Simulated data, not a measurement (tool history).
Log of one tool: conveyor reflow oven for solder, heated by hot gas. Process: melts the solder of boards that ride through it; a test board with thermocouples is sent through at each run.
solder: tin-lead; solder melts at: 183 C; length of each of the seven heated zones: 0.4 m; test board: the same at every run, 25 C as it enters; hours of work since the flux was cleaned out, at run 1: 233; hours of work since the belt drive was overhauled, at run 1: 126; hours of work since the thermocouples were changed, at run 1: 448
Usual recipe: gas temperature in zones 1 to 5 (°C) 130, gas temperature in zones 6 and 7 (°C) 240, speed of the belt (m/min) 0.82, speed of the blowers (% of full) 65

| run | day | gas temperature in zones 1 to 5 (°C) | gas temperature in zones 6 and 7 (°C) | speed of the belt (m/min) | speed of the blowers (% of full) | hours of work since the flux was cleaned out | hours of work since the belt drive was overhauled | hours of work since the thermocouples were changed | highest temperature of the board (°C) | time above the solder's melting point (s) |
|---|---|---|---|---|---|---|---|---|---|---|
| 1 | 0 | 130 | 240 | 0.82 | 65 | 233 | 126 | 448 | 222.7 | 44.9 |
| 2 | 1.7 | 130 | 240 | 0.82 | 65 | 263 | 156 | 478 | 222 | 44.9 |
| 3 | 3.696 | 130 | 240 | 0.82 | 65 | 298 | 191 | 513 | 222.1 | 44.8 |
| 4 | 4.792 | 130 | 240 | 0.82 | 65 | 318 | 211 | 532 | 222.1 | 44.7 |
| 5 | 5.896 | 130 | 240 | 0.82 | 65 | 337 | 230 | 552 | 221.5 | 44.7 |
|  | 6.608 | flux residue cleaned out of gas plates and filters |
| 6 | 7.071 | 130 | 240 | 0.82 | 65 | 8 | 247 | 569 | 224.5 | 45.9 |
| 7 | 9.075 | 130 | 240 | 0.82 | 65 | 43 | 282 | 604 | 223.7 | 46.1 |
| 8 | 10.254 | 130 | 240 | 0.82 | 65 | 64 | 303 | 625 | 224.2 | 46 |
| 9 | 11.95 | 130 | 240 | 0.82 | 65 | 94 | 333 | 654 | 223.8 | 46 |
| 10 | 13.729 | 132 | 240 | 0.82 | 65 | 125 | 364 | 686 | 224.1 | 46.9 |
| 11 | 15.6 | 132 | 240 | 0.791 | 65 | 158 | 397 | 719 | 225.2 | 49.3 |
| 12 | 17.188 | 132 | 240 | 0.791 | 78 | 186 | 425 | 747 | 226.9 | 50.5 |
| 13 | 18.908 | 132 | 240 | 0.791 | 78 | 216 | 455 | 777 | 226.8 | 50.6 |
|  | 19.188 | belt drive overhauled, speed set with a stopwatch |
| 14 | 21.075 | 132 | 240 | 0.791 | 78 | 252 | 33 | 812 | 226.8 | 50.6 |
| 15 | 23.188 | 132 | 240 | 0.791 | 78 | 289 | 70 | 849 | 227.2 | 50.7 |
| 16 | 24.412 | 126 | 242 | 0.82 | 63 | 310 | 92 | 871 | 223.5 | 44.8 |
|  | 26.604 | flux residue cleaned out of gas plates and filters |
| 17 | 26.846 | 138 | 230 | 0.732 | 78 | 4 | 131 | 910 | 222.4 | 54.2 |
| 18 | 28.783 | 130 | 254 | 0.884 | 51 | 38 | 165 | 944 | 230.7 | 46.1 |
|  | 30.421 | belt drive overhauled, speed set with a stopwatch, once more |
| 19 | 31.025 | 130 | 240 | 0.788 | 56 | 75 | 11 | 981 | 223.6 | 46.9 |
| 20 | 33.142 | 132 | 244 | 0.734 | 62 | 112 | 48 | 1018 | 231.6 | 55.5 |
| 21 | 34.558 | 132 | 244 | 0.734 | 62 | 137 | 73 | 1043 | 231.3 | 55.1 |
| 22 | 36.5 | 132 | 244 | 0.734 | 62 | 171 | 107 | 1077 | 231.1 | 55.4 |
| 23 | 37.775 | 144 | 254 | 0.845 | 81 | 194 | 129 | 1099 | 240.6 | 54.2 |
| 24 | 38.775 | 136 | 234 | 0.965 | 79 | 211 | 147 | 1117 | 216.5 | 36.2 |
| 25 | 40.967 | 136 | 234 | 0.916 | 68 | 250 | 186 | 1156 | 215.9 | 37.6 |
| 26 | 42.121 | 136 | 234 | 0.916 | 68 | 270 | 206 | 1176 | 216 | 37.7 |
| 27 | 44.254 | 136 | 234 | 0.916 | 68 | 308 | 243 | 1213 | 215.6 | 37.8 |
| 28 | 45.808 | 136 | 234 | 0.697 | 72 | 335 | 271 | 1241 | 225.1 | 56.5 |
|  | 46.054 | thermocouples of zones 6 and 7 changed |
|  | 46.704 | flux residue cleaned out of gas plates and filters |
| 29 | 47.229 | 139 | 234 | 0.761 | 72 | 9 | 291 | 17 | 223.4 | 52.2 |

For each run, the measured value with the value that run would have given without the tool's hidden condition subtracted. The run-to-run variation is shared by both, the gauge scatter possibly not:
The tool's hidden condition here consists of: heat that the gas passes to the board, % of a clean oven's; belt's true speed, % of the reading; true gas temperature in zones 6 and 7 over the reading, C; drift of the gauge itself on peak_c, C; drift of the gauge itself on liquid_s, %.
| run | highest temperature of the board (°C) | time above the solder's melting point (s) |
|---|---|---|
| 1 | -1.3 | -0.8 |
| 2 | -1.5 | -0.8 |
| 3 | -1.7 | -1 |
| 4 | -1.8 | -1 |
| 5 | -2 | -1.1 |
| 6 | +0.7 | +0.6 |
| 7 | +0.6 | +0.5 |
| 8 | +0.4 | +0.4 |
| 9 | +0.3 | +0.3 |
| 10 | +0.1 | +0.2 |
| 11 | -0.1 | +0.2 |
| 12 | -0.2 | +0.1 |
| 13 | -0.4 | +0.1 |
| 14 | -0.6 | +0.1 |
| 15 | -0.8 | +0.1 |
| 16 | -1 | -0.2 |
| 17 | +1.6 | +1.7 |
| 18 | +1.7 | +1.5 |
| 19 | +0.8 | +0.3 |
| 20 | +0.7 | +0.2 |
| 21 | +0.5 | +0.2 |
| 22 | +0.4 | +0.1 |
| 23 | +0 | +0.2 |
| 24 | -0.4 | -0.5 |
| 25 | -0.5 | -0.4 |
| 26 | -0.6 | -0.5 |
| 27 | -0.9 | -0.7 |
| 28 | -0.1 | -0.2 |
| 29 | +0.3 | +0.4 |

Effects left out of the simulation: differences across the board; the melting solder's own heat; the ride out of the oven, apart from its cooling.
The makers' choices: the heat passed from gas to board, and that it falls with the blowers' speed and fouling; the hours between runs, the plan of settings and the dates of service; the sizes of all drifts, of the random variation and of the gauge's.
